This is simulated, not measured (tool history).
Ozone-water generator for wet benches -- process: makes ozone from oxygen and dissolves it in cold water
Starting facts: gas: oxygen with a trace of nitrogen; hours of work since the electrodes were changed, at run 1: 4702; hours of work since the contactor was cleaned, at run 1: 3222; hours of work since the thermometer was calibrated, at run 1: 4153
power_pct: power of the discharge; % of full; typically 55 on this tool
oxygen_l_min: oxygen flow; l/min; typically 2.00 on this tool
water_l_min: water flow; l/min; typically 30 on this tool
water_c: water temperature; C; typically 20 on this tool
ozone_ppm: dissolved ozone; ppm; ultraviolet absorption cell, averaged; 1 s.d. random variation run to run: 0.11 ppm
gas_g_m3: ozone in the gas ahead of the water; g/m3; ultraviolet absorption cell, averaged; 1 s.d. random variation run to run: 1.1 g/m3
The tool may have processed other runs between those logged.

run      day  power_pct  oxygen_l_min  water_l_min  water_c  hours of work since the electrodes were changed  hours of work since the contactor was cleaned  hours of work since the thermometer was calibrated  ozone_ppm  gas_g_m3
  1    0.000         55          2.00           30       20                                             4702                                           3222                                                4153        7.3     167.8
  2    4.542         55          2.00           30       18                                             4807                                           3326                                                4258        7.6     167.1
  3    7.471         55          2.00           30       18                                             4874                                           3394                                                4326        7.3     166.2
  4   11.692         55          2.00           30       13                                             4971                                           3491                                                4423        7.6     167.1
  5   14.438         55          2.00           30       27                                             5035                                           3555                                                4486        7.0     167.3
  6   18.742         55          3.34           30       20                                             5134                                           3654                                                4586        8.1     125.6
  7   22.504         55          3.34           30       20                                             5221                                           3741                                                4673        8.2     126.4
  8   26.504         55          3.34           30       20                                             5313                                           3833                                                4765        8.2     127.1
  9   30.975         55          3.34           30       20                                             5417                                           3936                                                4868        8.2     125.6
 10   33.521         76          2.00           30       20                                             5475                                           3995                                                4927        9.3     213.0
 11   36.633         76          2.00           30       20                                             5547                                           4067                                                4999        9.2     213.1
 12   39.138         76          1.67           30       20                                             5605                                           4125                                                5057        8.7     234.4
 13   44.533         76          1.67           30       20                                             5729                                           4249                                                5181        8.5     231.0
 14   47.238         76          1.67           30       20                                             5792                                           4312                                                5244        8.6     230.7
 15   49.742         76          1.67           30       20                                             5850                                           4370                                                5301        8.6     231.2
 16   54.196         55          1.34           30       20                                             5952                                           4472                                                5404        6.0     200.7
 17   56.883         55          2.00           30       13                                             6014                                           4534                                                5466        7.2     162.0
 18   60.217         55          2.00           24       21                                             6091                                           4611                                                5543        8.9     162.3
 19   62.762         55          2.88           44       20                                             6150                                           4670                                                5602        4.9     133.5
 20   68.050         55          2.88           44       20                                             6272                                           4792                                                5724        4.9     132.3
 21   71.071         75          1.89           31       21                                             6342                                           4862                                                5794        8.3     210.7
 22   74.746         75          1.67           31       21                                             6427                                           4947                                                5878        8.0     223.9
      75.471  -- water thermometer calibrated
 23   80.008         55          3.46           37       20                                             6548                                           5068                                                 105        6.3     119.3
 24   83.533         52          1.48           30       20                                             6629                                           5149                                                 186        6.2     178.4
 25   86.638         55          1.20           30       20                                             6701                                           5221                                                 258        5.7     210.8
 26   89.058         55          1.20           30       20                                             6757                                           5276                                                 314        5.8     208.9
 27   94.212         54          2.00           30       20                                             6876                                           5395                                                 433        6.7     156.7
 28   99.462         55          2.00           30       13                                             6997                                           5517                                                 554        7.1     158.2
 29  103.229         55          1.29           42       20                                             7084                                           5604                                                 641        3.8     200.3
 30  107.075         59          2.00           30       20                                             7172                                           5692                                                 729        7.2     165.5
 31  111.517         55          2.90           23       20                                             7275                                           5795                                                 832        9.8     128.5
 32  114.312         55          1.81           30       26                                             7339                                           5859                                                 896        6.3     163.3
 33  119.775         57          2.54           19       18                                             7466                                           5985                                                1023       11.7     141.4

Here are 4 independent what-if runs from the current tool condition. What would each one return?
  A  122.108         55          2.49           19       20                                             7519                                           6039                                                1076          ?         ?
  B  122.108         72          1.04           43       18                                             7519                                           6039                                                1076          ?         ?
  C  122.108         86          2.00           30       20                                             7519                                           6039                                                1076          ?         ?
  D  122.108         55          2.24           37       22                                             7519                                           6039                                                1076          ?         ?

run  ozone_ppm  gas_g_m3
  A       11.2     139.2
  B        4.0     268.0
  C        9.5     220.2
  D        5.5     146.7
The same runs, with their run-to-run variation unchanged, on a tool lacking any hidden condition would have given:
run  ozone_ppm  gas_g_m3
  A       14.0     166.8
  B        5.5     338.3
  C       13.1     287.5
  D        7.0     175.7
